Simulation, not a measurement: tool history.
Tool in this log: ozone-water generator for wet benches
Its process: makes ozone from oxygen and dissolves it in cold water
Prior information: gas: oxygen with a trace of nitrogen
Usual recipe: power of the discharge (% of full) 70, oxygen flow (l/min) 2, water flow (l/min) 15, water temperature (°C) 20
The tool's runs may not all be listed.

| run | hour | power of the discharge (% of full) | oxygen flow (l/min) | water flow (l/min) | water temperature (°C) | dissolved ozone (ppm) | ozone in the gas ahead of the water (g/m3) |
|---|---|---|---|---|---|---|---|
| 1 | 0 | 70 | 2 | 15 | 20 | 16.8 | 214.1 |
| 2 | 90.8 | 70 | 2 | 15 | 20 | 16.4 | 213.9 |
| 3 | 193 | 70 | 2 | 15 | 20 | 16.3 | 210.8 |
| 4 | 267.3 | 70 | 3.27 | 15 | 20 | 19.1 | 180.9 |
| 5 | 365.3 | 70 | 2 | 15 | 20 | 16.1 | 209.9 |
| 6 | 415.9 | 44 | 2 | 11 | 20 | 15 | 148.9 |
| 7 | 508 | 44 | 2 | 11 | 20 | 14.6 | 146.3 |
|  | 514.4 | water thermometer calibrated |
| 8 | 618 | 44 | 2 | 11 | 20 | 14.8 | 146.8 |
| 9 | 728.1 | 44 | 2 | 11 | 20 | 14.8 | 144.9 |
| 10 | 844.4 | 60 | 1.22 | 21 | 24 | 7.7 | 212.1 |

Branching from run 10: 3 alternative next runs. What would each branch give?
|  | 929.9 | water thermometer calibrated, once more |
| A | 951.1 | 60 | 1.22 | 18 | 24 | ? | ? |
|  | 929.9 | water thermometer calibrated, once more |
| B | 951.1 | 60 | 1.22 | 21 | 18 | ? | ? |
|  | 929.9 | water thermometer calibrated, once more |
| C | 951.1 | 88 | 1.87 | 21 | 12 | ? | ? |

| run | dissolved ozone (ppm) | ozone in the gas ahead of the water (g/m3) |
|---|---|---|
| A | 8.8 | 210.6 |
| B | 7.8 | 208.7 |
| C | 13 | 243.6 |
Had the tool no hidden state, the same runs would have come out as:
| run | dissolved ozone (ppm) | ozone in the gas ahead of the water (g/m3) |
|---|---|---|
| A | 11.2 | 261.7 |
| B | 9.8 | 259.3 |
| C | 17.8 | 327.4 |
